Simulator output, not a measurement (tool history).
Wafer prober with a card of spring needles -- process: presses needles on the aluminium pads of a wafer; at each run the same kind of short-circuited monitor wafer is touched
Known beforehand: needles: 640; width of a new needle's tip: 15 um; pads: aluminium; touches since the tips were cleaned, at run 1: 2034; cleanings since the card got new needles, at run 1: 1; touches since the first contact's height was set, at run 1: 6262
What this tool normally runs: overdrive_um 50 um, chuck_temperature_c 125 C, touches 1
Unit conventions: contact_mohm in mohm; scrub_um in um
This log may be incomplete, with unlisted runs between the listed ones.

run	hour	overdrive_um	chuck_temperature_c	touches	touches since the tips were cleaned	cleanings since the card got new needles	touches since the first contact's height was set	contact_mohm	scrub_um
1	0	50	125	1	2034	1	6262	172	6.05
# hour 4.7: tips cleaned on abrasive film
2	11.5	50	125	1	3076	2	11420	172	6.09
# hour 14: tips cleaned on abrasive film
# hour 22.5: tips cleaned on abrasive film
3	22.5	50	125	1	8	4	16311	169	6.09
# hour 31.1: tips cleaned on abrasive film
4	35.5	50	125	1	1968	5	22129	172	6.1
# hour 39.8: tips cleaned on abrasive film
5	41.5	50	80	1	776	6	24833	165	6.12
# hour 49.1: tips cleaned on abrasive film
6	51	50	125	1	853	7	29064	172	6.13
# hour 58: tips cleaned on abrasive film
7	65.4	50	125	1	3328	8	35538	170	6.11
# hour 66.2: tips cleaned on abrasive film
8	72.1	50	125	1	2681	9	38544	173	6.12
# hour 75: tips cleaned on abrasive film
9	79.1	50	125	1	1871	10	41665	169	6.14
# hour 83.2: tips cleaned on abrasive film
# hour 92.4: tips cleaned on abrasive film
10	92.4	50	125	1	0	12	47568	172	6.13
11	99	50	125	1	2990	12	50558	172	6.16
# hour 101.2: tips cleaned on abrasive film
12	104.9	50	125	1	1692	13	53202	171	6.13
# hour 109.9: tips cleaned on abrasive film
13	114.9	50	125	1	2295	14	57696	170	6.16
# hour 118.9: tips cleaned on abrasive film
# hour 127: tips cleaned on abrasive film
14	128.5	50	94	1	669	16	63743	164	6.14
# hour 135.6: tips cleaned on abrasive film
15	143.1	50	94	1	3378	17	70306	164	6.17
# hour 144.1: tips cleaned on abrasive film
# hour 153.2: tips cleaned on abrasive film
16	156.4	50	94	1	1463	19	76251	169	6.17
# hour 161.9: tips cleaned on abrasive film
17	164.1	33	48	2	996	20	79696	164	4.05
# hour 170.6: tips cleaned on abrasive film
18	177.7	40	34	3	3178	21	85770	159	4.92
# hour 179.1: tips cleaned on abrasive film
# hour 187.4: tips cleaned on abrasive film
19	187.8	53	125	1	224	23	90287	168	6.53
# hour 195.6: tips cleaned on abrasive film
20	196.8	53	125	1	524	24	94276	171	6.59
# hour 203.9: tips cleaned on abrasive film
21	207.9	41	38	3	1812	25	99262	159	5.08
# hour 212.8: tips cleaned on abrasive film
22	218.4	61	101	1	2558	26	104001	164	7.54
# hour 221.8: tips cleaned on abrasive film
23	227.8	32	101	1	2720	27	108191	178	3.96
# hour 230.4: tips cleaned on abrasive film
24	237.3	46	62	2	3125	28	112446	163	5.69
# hour 239.2: tips cleaned on abrasive film
25	244.4	58	40	2	2336	29	115596	154	7.18
# hour 247.8: tips cleaned on abrasive film
26	255.4	58	40	2	3459	30	120562	155	7.2
# hour 256.4: tips cleaned on abrasive film
# hour 258.4: gauge calibrated
27	263.4	58	40	2	3182	31	124135	152	7.05
# hour 265.1: tips cleaned on abrasive film
# hour 273.9: tips cleaned on abrasive film
28	276.2	41	67	2	1029	33	129832	163	5
# hour 282.5: tips cleaned on abrasive film
29	289	34	125	1	2953	34	135593	180	4.15
# hour 291.1: tips cleaned on abrasive film
# hour 299.9: tips cleaned on abrasive film
30	301.6	58	36	3	729	36	141164	150	7.06

Forecast each of these 3 alternatives for the next run:
# hour 308.6: tips cleaned on abrasive film
A	310.7	58	122	1	959	37	145275	?	?
# hour 308.6: tips cleaned on abrasive film
B	310.7	58	89	2	959	37	145275	?	?
# hour 308.6: tips cleaned on abrasive film
C	310.7	54	124	2	959	37	145275	?	?

run	contact_mohm	scrub_um
A	168	7.1
B	161	7.1
C	169	6.62
Take away the tool's hidden state, keep each run's random variation, and the runs would have read:
run	contact_mohm	scrub_um
A	168	7.07
B	161	7.07
C	169	6.59
